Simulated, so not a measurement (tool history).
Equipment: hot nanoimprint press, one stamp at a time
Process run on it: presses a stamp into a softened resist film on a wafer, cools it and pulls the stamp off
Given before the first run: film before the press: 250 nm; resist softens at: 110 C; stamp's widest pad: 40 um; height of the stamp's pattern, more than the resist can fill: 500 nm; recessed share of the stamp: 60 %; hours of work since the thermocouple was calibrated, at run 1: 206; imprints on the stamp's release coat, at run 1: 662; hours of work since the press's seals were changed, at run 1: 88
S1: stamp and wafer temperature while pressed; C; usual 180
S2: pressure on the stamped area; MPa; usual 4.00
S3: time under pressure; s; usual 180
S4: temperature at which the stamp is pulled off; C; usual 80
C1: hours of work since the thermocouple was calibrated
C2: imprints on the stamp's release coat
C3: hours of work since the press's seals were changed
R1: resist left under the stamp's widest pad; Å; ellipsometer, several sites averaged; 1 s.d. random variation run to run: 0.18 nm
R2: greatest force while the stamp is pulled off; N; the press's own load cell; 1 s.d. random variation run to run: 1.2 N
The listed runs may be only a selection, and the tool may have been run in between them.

Run 1, day 0.000: usual settings; C1 206; C2 662; C3 88. Result: R1 1244 Å, R2 123 N.
Run 2, day 3.058: usual settings but S2 3.91 MPa; C1 258; C2 895; C3 140. Result: R1 1262 Å, R2 122 N.
At day 5.642: stamp cleaned and given a new release coat.
Run 3, day 6.762: usual settings but S2 3.91 MPa; C1 316; C2 86; C3 198. Result: R1 1260 Å, R2 122 N.
Run 4, day 10.150: usual settings but S2 3.91 MPa; C1 374; C2 344; C3 256. Result: R1 1256 Å, R2 124 N.
Run 5, day 12.512: usual settings but S2 3.91 MPa; C1 414; C2 525; C3 296. Result: R1 1258 Å, R2 123 N.
At day 15.442: plate thermocouple calibrated.
Run 6, day 15.629: usual settings but S2 3.91 MPa; C1 3; C2 753; C3 347. Result: R1 1258 Å, R2 123 N.
Run 7, day 17.817: usual settings but S2 3.91 MPa; C1 40; C2 920; C3 384. Result: R1 1257 Å, R2 124 N.
At day 20.008: stamp cleaned and given a new release coat.
Run 8, day 20.183: usual settings but S2 3.91 MPa, S4 75 C; C1 76; C2 13; C3 420. Result: R1 1257 Å, R2 137 N.
Run 9, day 21.754: usual settings but S2 3.91 MPa, S4 75 C; C1 103; C2 133; C3 447. Result: R1 1258 Å, R2 136 N.
Run 10, day 24.721: usual settings; C1 153; C2 360; C3 497. Result: R1 1238 Å, R2 123 N.
Run 11, day 27.346: usual settings; C1 198; C2 560; C3 541. Result: R1 1237 Å, R2 122 N.
Run 12, day 30.988: usual settings; C1 260; C2 838; C3 603. Result: R1 1237 Å, R2 123 N.
Run 13, day 32.629: usual settings but S4 87 C; C1 288; C2 963; C3 631. Result: R1 1237 Å, R2 102 N.
At day 34.283: stamp cleaned and given a new release coat.
Run 14, day 35.417: usual settings; C1 331; C2 86; C3 674. Result: R1 1238 Å, R2 124 N.
Run 15, day 37.246: usual settings but S3 307 s; C1 362; C2 226; C3 705. Result: R1 1043 Å, R2 125 N.
Run 16, day 41.033: usual settings but S3 307 s; C1 426; C2 515; C3 770. Result: R1 1042 Å, R2 122 N.
At day 43.129: plate thermocouple calibrated.
At day 43.808: press's hydraulic seals changed and the load cell set to zero.
Run 17, day 44.804: usual settings but S3 313 s, S4 74 C; C1 23; C2 768; C3 17. Result: R1 1036 Å, R2 138 N.
Run 18, day 47.100: usual settings but S1 171 C, S2 2.51 MPa, S3 243 s, S4 69 C; C1 62; C2 943; C3 56. Result: R1 1825 Å, R2 152 N.
At day 49.162: stamp cleaned and given a new release coat.
Run 19, day 50.150: usual settings but S2 2.54 MPa; C1 109; C2 75; C3 103. Result: R1 1556 Å, R2 120 N.
Run 20, day 53.012: usual settings but S2 2.54 MPa; C1 158; C2 293; C3 152. Result: R1 1555 Å, R2 125 N.

Run 21 is up next; what results do you expect?
Run 21, day 55.079: usual settings but S1 190 C, S2 2.84 MPa, S3 160 s, S4 76 C; C1 193; C2 451; C3 187. Result: R1 ?, R2 ?.

Run 21 measured R1 1149 Å, R2 132 N.
With the hidden condition absent and the run-to-run variation left alone, this run would have shown R1 1166 Å, R2 132 N.

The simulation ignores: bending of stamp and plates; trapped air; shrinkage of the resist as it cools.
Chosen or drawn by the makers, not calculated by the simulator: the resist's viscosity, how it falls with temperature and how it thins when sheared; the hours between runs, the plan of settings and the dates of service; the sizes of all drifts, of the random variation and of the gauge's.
